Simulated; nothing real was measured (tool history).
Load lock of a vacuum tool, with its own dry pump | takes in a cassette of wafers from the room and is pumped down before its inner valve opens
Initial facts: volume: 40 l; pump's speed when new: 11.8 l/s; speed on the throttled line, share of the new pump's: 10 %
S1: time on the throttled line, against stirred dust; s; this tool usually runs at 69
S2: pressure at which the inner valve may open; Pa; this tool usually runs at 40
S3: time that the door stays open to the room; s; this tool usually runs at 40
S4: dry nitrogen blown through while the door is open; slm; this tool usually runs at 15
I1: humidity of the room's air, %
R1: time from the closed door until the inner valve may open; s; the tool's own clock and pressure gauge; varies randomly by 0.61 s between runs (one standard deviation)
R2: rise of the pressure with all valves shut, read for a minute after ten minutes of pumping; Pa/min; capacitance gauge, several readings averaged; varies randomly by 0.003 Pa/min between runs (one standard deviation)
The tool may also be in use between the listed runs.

Run 1, hour 0.0: usual settings; I1 44.0. Result: R1 89.5 s, R2 0.049 Pa/min.
Run 2, hour 129.2: usual settings but S1 80 s; I1 43.0. Result: R1 99.9 s, R2 0.050 Pa/min.
Run 3, hour 202.0: usual settings but S1 80 s, S3 32 s; I1 45.2. Result: R1 101.7 s, R2 0.045 Pa/min.
Run 4, hour 275.4: usual settings; I1 41.7. Result: R1 90.3 s, R2 0.041 Pa/min.
Run 5, hour 379.9: usual settings; I1 46.8. Result: R1 89.8 s, R2 0.047 Pa/min.
Run 6, hour 453.8: usual settings; I1 43.9. Result: R1 91.3 s, R2 0.049 Pa/min.
Run 7, hour 563.2: usual settings but S1 56 s, S3 121 s; I1 45.2. Result: R1 78.9 s, R2 0.070 Pa/min.
Run 8, hour 686.8: usual settings but S1 56 s, S3 121 s; I1 42.3. Result: R1 79.9 s, R2 0.071 Pa/min.
Run 9, hour 828.6: usual settings but S1 56 s, S3 121 s; I1 43.0. Result: R1 79.0 s, R2 0.072 Pa/min.
Run 10, hour 907.3: usual settings but S1 56 s, S3 121 s; I1 46.8. Result: R1 80.2 s, R2 0.075 Pa/min.
Run 11, hour 1044.5: usual settings but S1 126 s, S3 50 s, S4 11 slm; I1 45.0. Result: R1 142.1 s, R2 0.060 Pa/min.

Measured result minus the same run's result without the hidden state. Both carry the same run-to-run variation, though not necessarily the same gauge scatter:
The hidden state here: pump's speed, % of a new pump's; leak at the door's seal, Pa l/s; drift of the gauge itself on ready_s, %; drift of the gauge itself on rise_pa_min, %.
run    R1      R2
  1  +2.0  +0.022
  2  +2.0  +0.023
  3  +2.1  +0.022
  4  +2.2  +0.023
  5  +2.2  +0.023
  6  +2.2  +0.024
  7  +2.4  +0.025
  8  +2.6  +0.025
  9  +2.7  +0.026
 10  +2.6  +0.025
 11  +1.8  +0.027
